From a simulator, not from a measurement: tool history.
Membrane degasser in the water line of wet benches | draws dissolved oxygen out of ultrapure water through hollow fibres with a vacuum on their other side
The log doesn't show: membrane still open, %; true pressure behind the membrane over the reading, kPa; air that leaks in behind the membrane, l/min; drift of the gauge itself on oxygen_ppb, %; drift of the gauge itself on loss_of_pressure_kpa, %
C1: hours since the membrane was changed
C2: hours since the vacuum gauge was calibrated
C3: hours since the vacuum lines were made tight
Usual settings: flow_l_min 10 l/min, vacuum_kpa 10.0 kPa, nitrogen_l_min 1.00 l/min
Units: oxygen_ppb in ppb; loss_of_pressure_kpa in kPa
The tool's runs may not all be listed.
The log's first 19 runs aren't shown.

run 20 hour=818.8 | flow_l_min=9 vacuum_kpa=13.9 nitrogen_l_min=1.00 | C1=978 C2=6909 C3=7786 | oxygen_ppb=248.5 loss_of_pressure_kpa=32.17
run 21 hour=875.3 | flow_l_min=11 vacuum_kpa=17.2 nitrogen_l_min=2.66 | C1=1034 C2=6965 C3=7843 | oxygen_ppb=179.4 loss_of_pressure_kpa=39.67
run 22 hour=918.6 | flow_l_min=11 vacuum_kpa=17.2 nitrogen_l_min=2.66 | C1=1078 C2=7009 C3=7886 | oxygen_ppb=179.9 loss_of_pressure_kpa=39.89
run 23 hour=948.2 | flow_l_min=7 vacuum_kpa=10.0 nitrogen_l_min=1.44 | C1=1107 C2=7038 C3=7916 | oxygen_ppb=92.2 loss_of_pressure_kpa=25.12
run 24 hour=1000.3 | flow_l_min=15 vacuum_kpa=14.4 nitrogen_l_min=0.86 | C1=1159 C2=7090 C3=7968 | oxygen_ppb=500.2 loss_of_pressure_kpa=54.17
run 25 hour=1050.3 | flow_l_min=15 vacuum_kpa=14.4 nitrogen_l_min=0.86 | C1=1209 C2=7140 C3=8018 | oxygen_ppb=507.3 loss_of_pressure_kpa=54.25
run 26 hour=1097.0 | flow_l_min=15 vacuum_kpa=14.4 nitrogen_l_min=0.86 | C1=1256 C2=7187 C3=8065 | oxygen_ppb=506.4 loss_of_pressure_kpa=54.00
run 27 hour=1147.7 | flow_l_min=15 vacuum_kpa=14.4 nitrogen_l_min=0.86 | C1=1307 C2=7238 C3=8115 | oxygen_ppb=510.7 loss_of_pressure_kpa=53.72
run 28 hour=1193.2 | flow_l_min=10 vacuum_kpa=18.0 nitrogen_l_min=1.00 | C1=1352 C2=7283 C3=8161 | oxygen_ppb=373.3 loss_of_pressure_kpa=36.21
-- hour=1234.0 seals of the vacuum lines changed
run 29 hour=1253.5 | flow_l_min=7 vacuum_kpa=24.1 nitrogen_l_min=1.00 | C1=1411 C2=7342 C3=20 | oxygen_ppb=353.6 loss_of_pressure_kpa=25.41
run 30 hour=1318.8 | flow_l_min=8 vacuum_kpa=24.1 nitrogen_l_min=0.53 | C1=1476 C2=7407 C3=85 | oxygen_ppb=675.5 loss_of_pressure_kpa=29.16
run 31 hour=1382.6 | flow_l_min=8 vacuum_kpa=24.1 nitrogen_l_min=0.53 | C1=1540 C2=7471 C3=149 | oxygen_ppb=682.3 loss_of_pressure_kpa=28.51
run 32 hour=1435.5 | flow_l_min=9 vacuum_kpa=24.1 nitrogen_l_min=0.67 | C1=1592 C2=7523 C3=201 | oxygen_ppb=616.1 loss_of_pressure_kpa=32.17

Forecast each of these 4 alternatives for the next run:
run A hour=1465.1 | flow_l_min=14 vacuum_kpa=7.3 nitrogen_l_min=2.01 | C1=1622 C2=7553 C3=231 | oxygen_ppb=? loss_of_pressure_kpa=?
run B hour=1465.1 | flow_l_min=10 vacuum_kpa=10.0 nitrogen_l_min=2.50 | C1=1622 C2=7553 C3=231 | oxygen_ppb=? loss_of_pressure_kpa=?
run C hour=1465.1 | flow_l_min=13 vacuum_kpa=22.0 nitrogen_l_min=1.88 | C1=1622 C2=7553 C3=231 | oxygen_ppb=? loss_of_pressure_kpa=?
run D hour=1465.1 | flow_l_min=8 vacuum_kpa=16.6 nitrogen_l_min=1.40 | C1=1622 C2=7553 C3=231 | oxygen_ppb=? loss_of_pressure_kpa=?

run=A oxygen_ppb=137.2 loss_of_pressure_kpa=50.01
run=B oxygen_ppb=90.0 loss_of_pressure_kpa=36.03
run=C oxygen_ppb=356.8 loss_of_pressure_kpa=47.17
run=D oxygen_ppb=193.0 loss_of_pressure_kpa=28.95
Without the tool's hidden state the same runs would have given:
run=A oxygen_ppb=133.6 loss_of_pressure_kpa=49.67
run=B oxygen_ppb=88.2 loss_of_pressure_kpa=35.78
run=C oxygen_ppb=353.6 loss_of_pressure_kpa=46.85
run=D oxygen_ppb=191.3 loss_of_pressure_kpa=28.75
